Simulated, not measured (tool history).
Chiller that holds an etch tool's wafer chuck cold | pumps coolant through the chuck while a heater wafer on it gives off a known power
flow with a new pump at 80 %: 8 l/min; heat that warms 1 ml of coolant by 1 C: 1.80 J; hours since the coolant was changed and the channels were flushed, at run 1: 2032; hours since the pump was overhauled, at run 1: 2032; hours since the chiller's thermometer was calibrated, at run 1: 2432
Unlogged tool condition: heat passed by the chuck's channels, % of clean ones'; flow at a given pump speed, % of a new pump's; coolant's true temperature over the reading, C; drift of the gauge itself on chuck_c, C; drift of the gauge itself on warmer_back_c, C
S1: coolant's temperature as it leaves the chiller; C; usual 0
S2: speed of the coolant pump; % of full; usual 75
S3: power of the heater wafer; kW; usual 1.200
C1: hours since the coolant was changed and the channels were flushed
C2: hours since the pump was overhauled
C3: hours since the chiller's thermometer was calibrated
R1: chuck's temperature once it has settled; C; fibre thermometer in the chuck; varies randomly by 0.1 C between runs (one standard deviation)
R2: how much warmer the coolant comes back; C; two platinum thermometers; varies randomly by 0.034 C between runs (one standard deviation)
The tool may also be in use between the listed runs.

Run 1, hour 0.0: usual settings; C1 2032; C2 2032; C3 2432. Result: R1 16.1 C, R2 5.47 C.
Run 2, hour 118.1: usual settings but S1 -6 C; C1 2150; C2 2150; C3 2550. Result: R1 10.4 C, R2 5.48 C.
Run 3, hour 183.9: usual settings but S3 0.638 kW; C1 2216; C2 2216; C3 2616. Result: R1 8.5 C, R2 2.87 C.
Run 4, hour 246.5: usual settings but S1 1 C, S3 0.638 kW; C1 2278; C2 2278; C3 2678. Result: R1 9.7 C, R2 2.89 C.
At hour 372.1: chiller's thermometer calibrated.
Run 5, hour 375.7: usual settings; C1 2407; C2 2407; C3 4. Result: R1 16.2 C, R2 5.48 C.
Run 6, hour 510.5: usual settings; C1 2541; C2 2541; C3 138. Result: R1 16.3 C, R2 5.54 C.
Run 7, hour 586.0: usual settings but S2 85 % of full; C1 2617; C2 2617; C3 214. Result: R1 14.1 C, R2 4.79 C.
At hour 652.5: chiller's thermometer calibrated, once more.
Run 8, hour 709.4: usual settings but S2 85 % of full; C1 2739; C2 2739; C3 57. Result: R1 14.8 C, R2 4.79 C.
Run 9, hour 834.7: usual settings but S2 85 % of full, S3 0.969 kW; C1 2865; C2 2865; C3 182. Result: R1 12.1 C, R2 3.88 C.
Run 10, hour 965.9: usual settings but S2 85 % of full, S3 0.969 kW; C1 2996; C2 2996; C3 313. Result: R1 12.1 C, R2 3.96 C.
Run 11, hour 1036.5: usual settings but S2 85 % of full, S3 0.969 kW; C1 3066; C2 3066; C3 384. Result: R1 12.1 C, R2 3.92 C.
Run 12, hour 1131.0: usual settings but S2 85 % of full, S3 0.969 kW; C1 3161; C2 3161; C3 478. Result: R1 12.1 C, R2 3.88 C.
Run 13, hour 1242.9: usual settings but S2 85 % of full, S3 0.969 kW; C1 3273; C2 3273; C3 590. Result: R1 12.1 C, R2 3.97 C.
Run 14, hour 1332.8: usual settings but S3 0.952 kW; C1 3363; C2 3363; C3 680. Result: R1 13.6 C, R2 4.33 C.
Run 15, hour 1456.4: usual settings but S3 0.700 kW; C1 3486; C2 3486; C3 804. Result: R1 10.0 C, R2 3.20 C.
Run 16, hour 1530.5: usual settings; C1 3560; C2 3560; C3 878. Result: R1 17.4 C, R2 5.59 C.
Run 17, hour 1586.7: usual settings; C1 3617; C2 3617; C3 934. Result: R1 17.4 C, R2 5.56 C.
Run 18, hour 1685.0: usual settings but S1 -2 C, S2 64 % of full, S3 0.630 kW; C1 3715; C2 3715; C3 1033. Result: R1 8.8 C, R2 3.47 C.
Run 19, hour 1740.3: usual settings but S2 97 % of full, S3 1.350 kW; C1 3770; C2 3770; C3 1088. Result: R1 15.4 C, R2 4.76 C.
Run 20, hour 1866.3: usual settings but S2 97 % of full, S3 1.350 kW; C1 3896; C2 3896; C3 1214. Result: R1 15.1 C, R2 4.80 C.
Run 21, hour 1946.0: usual settings but S1 8 C, S2 83 % of full, S3 0.966 kW; C1 3976; C2 3976; C3 1294. Result: R1 20.9 C, R2 4.00 C.
Run 22, hour 2010.0: usual settings but S1 -2 C, S2 77 % of full, S3 1.342 kW; C1 4040; C2 4040; C3 1358. Result: R1 17.2 C, R2 6.03 C.
Run 23, hour 2066.4: usual settings but S1 -2 C, S2 77 % of full, S3 1.342 kW; C1 4096; C2 4096; C3 1414. Result: R1 17.2 C, R2 6.05 C.
Run 24, hour 2200.1: usual settings but S1 -2 C, S2 77 % of full, S3 1.342 kW; C1 4230; C2 4230; C3 1548. Result: R1 17.2 C, R2 6.14 C.
Run 25, hour 2306.7: usual settings but S1 -1 C, S2 62 % of full, S3 1.368 kW; C1 4337; C2 4337; C3 1654. Result: R1 23.6 C, R2 7.85 C.
Run 26, hour 2387.6: usual settings but S1 -1 C, S2 62 % of full, S3 1.368 kW; C1 4418; C2 4418; C3 1735. Result: R1 23.8 C, R2 7.87 C.
Run 27, hour 2509.2: usual settings but S1 -10 C, S2 60 % of full, S3 0.810 kW; C1 4539; C2 4539; C3 1857. Result: R1 5.2 C, R2 4.86 C.
Run 28, hour 2644.2: usual settings but S1 8 C; C1 4674; C2 4674; C3 1992. Result: R1 26.2 C, R2 5.61 C.
Run 29, hour 2719.1: usual settings but S1 9 C, S2 78 % of full, S3 0.692 kW; C1 4749; C2 4749; C3 2067. Result: R1 19.0 C, R2 3.07 C.
Run 30, hour 2810.8: usual settings but S1 9 C, S2 78 % of full, S3 0.692 kW; C1 4841; C2 4841; C3 2158. Result: R1 19.1 C, R2 3.08 C.
Run 31, hour 2893.6: usual settings but S1 -8 C, S2 61 % of full, S3 0.942 kW; C1 4923; C2 4923; C3 2241. Result: R1 9.6 C, R2 5.50 C.

Alternative continuations, all from the tool just after run 31; predict every row:
Run A, hour 3013.9: usual settings but S1 -8 C, S2 81 % of full, S3 0.942 kW; C1 5044; C2 5044; C3 2361. Result: R1 ?, R2 ?.
Run B, hour 3013.9: usual settings but S2 79 % of full; C1 5044; C2 5044; C3 2361. Result: R1 ?, R2 ?.
Run C, hour 3013.9: usual settings but S1 4 C; C1 5044; C2 5044; C3 2361. Result: R1 ?, R2 ?.
Run D, hour 3013.9: usual settings but S1 -8 C, S2 74 % of full, S3 0.963 kW; C1 5044; C2 5044; C3 2361. Result: R1 ?, R2 ?.

run    R1    R2
  A   5.3  4.04
  B  17.4  5.39
  C  22.4  5.66
  D   6.9  4.64
Had the tool no hidden state, the same runs would have come out as:
run    R1    R2
  A   2.8  3.85
  B  14.0  5.14
  C  18.8  5.40
  D   4.1  4.42
